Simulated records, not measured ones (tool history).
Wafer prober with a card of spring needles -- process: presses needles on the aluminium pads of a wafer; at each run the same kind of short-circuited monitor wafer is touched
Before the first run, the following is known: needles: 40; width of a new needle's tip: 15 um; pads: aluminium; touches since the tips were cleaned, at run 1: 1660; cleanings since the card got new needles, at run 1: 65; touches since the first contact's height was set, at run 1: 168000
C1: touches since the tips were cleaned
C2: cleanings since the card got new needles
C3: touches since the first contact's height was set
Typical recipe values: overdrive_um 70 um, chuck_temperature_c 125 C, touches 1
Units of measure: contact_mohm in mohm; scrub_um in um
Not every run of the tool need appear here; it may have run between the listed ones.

run 1 hour=0.0 | overdrive_um=70 chuck_temperature_c=125 touches=1 | C1=1660 C2=65 C3=168000 | contact_mohm=147 scrub_um=8.59
-- hour=6.7 height of the first contact set anew
-- hour=10.0 tips cleaned on abrasive film
-- hour=25.5 tips cleaned on abrasive film
-- hour=41.0 tips cleaned on abrasive film
run 2 hour=45.7 | overdrive_um=70 chuck_temperature_c=125 touches=1 | C1=1696 C2=68 C3=14139 | contact_mohm=151 scrub_um=8.98
-- hour=55.1 tips cleaned on abrasive film
-- hour=70.6 tips cleaned on abrasive film
run 3 hour=79.0 | overdrive_um=70 chuck_temperature_c=31 touches=1 | C1=3071 C2=70 C3=26245 | contact_mohm=145 scrub_um=8.93
-- hour=85.1 tips cleaned on abrasive film
-- hour=101.1 tips cleaned on abrasive film
-- hour=116.8 tips cleaned on abrasive film
-- hour=126.2 tips cleaned on abrasive film, once more
run 4 hour=131.3 | overdrive_um=52 chuck_temperature_c=125 touches=1 | C1=1871 C2=74 C3=45185 | contact_mohm=161 scrub_um=6.61
-- hour=140.9 tips cleaned on abrasive film
-- hour=153.8 tips cleaned on abrasive film
-- hour=169.4 tips cleaned on abrasive film
-- hour=185.0 tips cleaned on abrasive film
run 5 hour=190.9 | overdrive_um=52 chuck_temperature_c=125 touches=1 | C1=2173 C2=78 C3=66817 | contact_mohm=164 scrub_um=6.52
-- hour=200.6 tips cleaned on abrasive film
-- hour=216.5 tips cleaned on abrasive film
-- hour=232.4 tips cleaned on abrasive film
run 6 hour=243.5 | overdrive_um=52 chuck_temperature_c=125 touches=1 | C1=4032 C2=81 C3=85889 | contact_mohm=174 scrub_um=6.51
-- hour=246.6 tips cleaned on abrasive film
-- hour=262.4 tips cleaned on abrasive film
-- hour=277.5 tips cleaned on abrasive film
run 7 hour=282.2 | overdrive_um=52 chuck_temperature_c=125 touches=1 | C1=1714 C2=84 C3=99931 | contact_mohm=162 scrub_um=6.51
-- hour=291.9 tips cleaned on abrasive film
-- hour=307.7 tips cleaned on abrasive film
-- hour=320.6 tips cleaned on abrasive film
run 8 hour=325.3 | overdrive_um=52 chuck_temperature_c=125 touches=1 | C1=1717 C2=87 C3=115548 | contact_mohm=163 scrub_um=6.37
-- hour=334.9 tips cleaned on abrasive film
-- hour=350.7 tips cleaned on abrasive film
-- hour=366.3 tips cleaned on abrasive film
-- hour=380.5 tips cleaned on abrasive film
run 9 hour=380.5 | overdrive_um=52 chuck_temperature_c=125 touches=1 | C1=0 C2=91 C3=135585 | contact_mohm=150 scrub_um=6.43
-- hour=396.0 tips cleaned on abrasive film
-- hour=408.9 tips cleaned on abrasive film
run 10 hour=411.1 | overdrive_um=52 chuck_temperature_c=125 touches=1 | C1=801 C2=93 C3=146657 | contact_mohm=159 scrub_um=6.34
-- hour=423.9 tips cleaned on abrasive film
-- hour=436.7 tips cleaned on abrasive film
run 11 hour=443.0 | overdrive_um=52 chuck_temperature_c=125 touches=1 | C1=2306 C2=95 C3=158268 | contact_mohm=168 scrub_um=6.21
-- hour=452.4 tips cleaned on abrasive film
-- hour=465.3 tips cleaned on abrasive film
-- hour=478.3 height of the first contact set anew
-- hour=481.6 tips cleaned on abrasive film
-- hour=494.4 tips cleaned on abrasive film
run 12 hour=506.6 | overdrive_um=52 chuck_temperature_c=125 touches=1 | C1=4439 C2=99 C3=10255 | contact_mohm=171 scrub_um=6.59
-- hour=509.9 tips cleaned on abrasive film
-- hour=522.7 tips cleaned on abrasive film
-- hour=538.4 tips cleaned on abrasive film
run 13 hour=542.3 | overdrive_um=52 chuck_temperature_c=125 touches=1 | C1=1434 C2=102 C3=23192 | contact_mohm=162 scrub_um=6.58
-- hour=551.4 tips cleaned on abrasive film
-- hour=567.4 tips cleaned on abrasive film
-- hour=582.5 tips cleaned on abrasive film
run 14 hour=582.5 | overdrive_um=70 chuck_temperature_c=125 touches=1 | C1=0 C2=105 C3=37767 | contact_mohm=145 scrub_um=8.96
-- hour=598.3 tips cleaned on abrasive film
run 15 hour=610.3 | overdrive_um=87 chuck_temperature_c=30 touches=1 | C1=4370 C2=106 C3=47873 | contact_mohm=143 scrub_um=10.97
-- hour=613.6 tips cleaned on abrasive film
-- hour=626.4 tips cleaned on abrasive film
-- hour=639.3 tips cleaned on abrasive film
-- hour=653.9 tips cleaned on abrasive film
run 16 hour=657.9 | overdrive_um=87 chuck_temperature_c=30 touches=1 | C1=1451 C2=110 C3=65113 | contact_mohm=136 scrub_um=11.05
-- hour=667.4 tips cleaned on abrasive film
-- hour=682.8 tips cleaned on abrasive film
-- hour=698.5 tips cleaned on abrasive film
-- hour=714.1 tips cleaned on abrasive film
run 17 hour=718.2 | overdrive_um=54 chuck_temperature_c=30 touches=2 | C1=1512 C2=114 C3=86994 | contact_mohm=141 scrub_um=6.74
-- hour=727.8 tips cleaned on abrasive film
-- hour=740.6 tips cleaned on abrasive film
-- hour=753.5 tips cleaned on abrasive film
run 18 hour=754.2 | overdrive_um=54 chuck_temperature_c=30 touches=2 | C1=286 C2=117 C3=100040 | contact_mohm=138 scrub_um=6.61
-- hour=767.1 tips cleaned on abrasive film
-- hour=782.7 tips cleaned on abrasive film
run 19 hour=787.5 | overdrive_um=54 chuck_temperature_c=62 touches=2 | C1=1741 C2=119 C3=112103 | contact_mohm=147 scrub_um=6.59
-- hour=797.1 tips cleaned on abrasive film
-- hour=813.1 tips cleaned on abrasive film
run 20 hour=815.7 | overdrive_um=54 chuck_temperature_c=62 touches=2 | C1=944 C2=121 C3=122331 | contact_mohm=146 scrub_um=6.61
-- hour=828.4 tips cleaned on abrasive film
-- hour=843.6 tips cleaned on abrasive film
run 21 hour=856.3 | overdrive_um=66 chuck_temperature_c=125 touches=3 | C1=4630 C2=123 C3=137089 | contact_mohm=154 scrub_um=8.09
-- hour=859.5 tips cleaned on abrasive film
-- hour=875.2 tips cleaned on abrasive film
-- hour=891.0 tips cleaned on abrasive film
run 22 hour=897.4 | overdrive_um=66 chuck_temperature_c=125 touches=3 | C1=2324 C2=126 C3=151986 | contact_mohm=152 scrub_um=8.05
-- hour=907.0 tips cleaned on abrasive film
-- hour=922.7 tips cleaned on abrasive film
-- hour=938.6 tips cleaned on abrasive film
-- hour=948.2 height of the first contact set anew
-- hour=954.3 tips cleaned on abrasive film
run 23 hour=959.2 | overdrive_um=89 chuck_temperature_c=71 touches=2 | C1=1790 C2=130 C3=3984 | contact_mohm=137 scrub_um=11.36
-- hour=968.9 tips cleaned on abrasive film
-- hour=981.7 tips cleaned on abrasive film
-- hour=997.3 tips cleaned on abrasive film
-- hour=1012.7 tips cleaned on abrasive film
run 24 hour=1016.0 | overdrive_um=57 chuck_temperature_c=71 touches=2 | C1=1205 C2=134 C3=24563 | contact_mohm=147 scrub_um=7.30
-- hour=1028.5 tips cleaned on abrasive film
-- hour=1043.6 tips cleaned on abrasive film
run 25 hour=1049.4 | overdrive_um=85 chuck_temperature_c=75 touches=2 | C1=2102 C2=136 C3=36680 | contact_mohm=138 scrub_um=10.75
-- hour=1059.0 tips cleaned on abrasive film
-- hour=1075.0 tips cleaned on abrasive film
-- hour=1091.0 tips cleaned on abrasive film
run 26 hour=1098.4 | overdrive_um=70 chuck_temperature_c=66 touches=1 | C1=2701 C2=139 C3=54477 | contact_mohm=150 scrub_um=8.90
-- hour=1104.9 tips cleaned on abrasive film
-- hour=1120.4 tips cleaned on abrasive film
-- hour=1136.4 tips cleaned on abrasive film
-- hour=1149.2 tips cleaned on abrasive film
run 27 hour=1160.2 | overdrive_um=70 chuck_temperature_c=66 touches=1 | C1=4007 C2=143 C3=76903 | contact_mohm=156 scrub_um=8.83
-- hour=1163.5 tips cleaned on abrasive film
-- hour=1178.9 tips cleaned on abrasive film
-- hour=1192.5 tips cleaned on abrasive film
run 28 hour=1192.5 | overdrive_um=70 chuck_temperature_c=66 touches=1 | C1=0 C2=146 C3=88598 | contact_mohm=138 scrub_um=8.80

Consider 3 possible next runs. They are alternatives, not a sequence: every one starts from the tool as it was left by run 28. What does each give?
-- hour=1208.0 tips cleaned on abrasive film
-- hour=1224.0 tips cleaned on abrasive film
-- hour=1240.0 tips cleaned on abrasive film
-- hour=1255.2 tips cleaned on abrasive film
run A hour=1255.8 | overdrive_um=51 chuck_temperature_c=66 touches=1 | C1=211 C2=150 C3=111573 | contact_mohm=? scrub_um=?
-- hour=1208.0 tips cleaned on abrasive film
-- hour=1224.0 tips cleaned on abrasive film
-- hour=1240.0 tips cleaned on abrasive film
-- hour=1255.2 tips cleaned on abrasive film
run B hour=1255.8 | overdrive_um=59 chuck_temperature_c=125 touches=1 | C1=211 C2=150 C3=111573 | contact_mohm=? scrub_um=?
-- hour=1208.0 tips cleaned on abrasive film
-- hour=1224.0 tips cleaned on abrasive film
-- hour=1240.0 tips cleaned on abrasive film
-- hour=1255.2 tips cleaned on abrasive film
run C hour=1255.8 | overdrive_um=64 chuck_temperature_c=66 touches=1 | C1=211 C2=150 C3=111573 | contact_mohm=? scrub_um=?

run=A contact_mohm=145 scrub_um=6.31
run=B contact_mohm=154 scrub_um=7.27
run=C contact_mohm=138 scrub_um=7.88
Take away the tool's hidden state, keep each run's random variation, and the runs would have read:
run=A contact_mohm=136 scrub_um=6.57
run=B contact_mohm=146 scrub_um=7.53
run=C contact_mohm=132 scrub_um=8.14
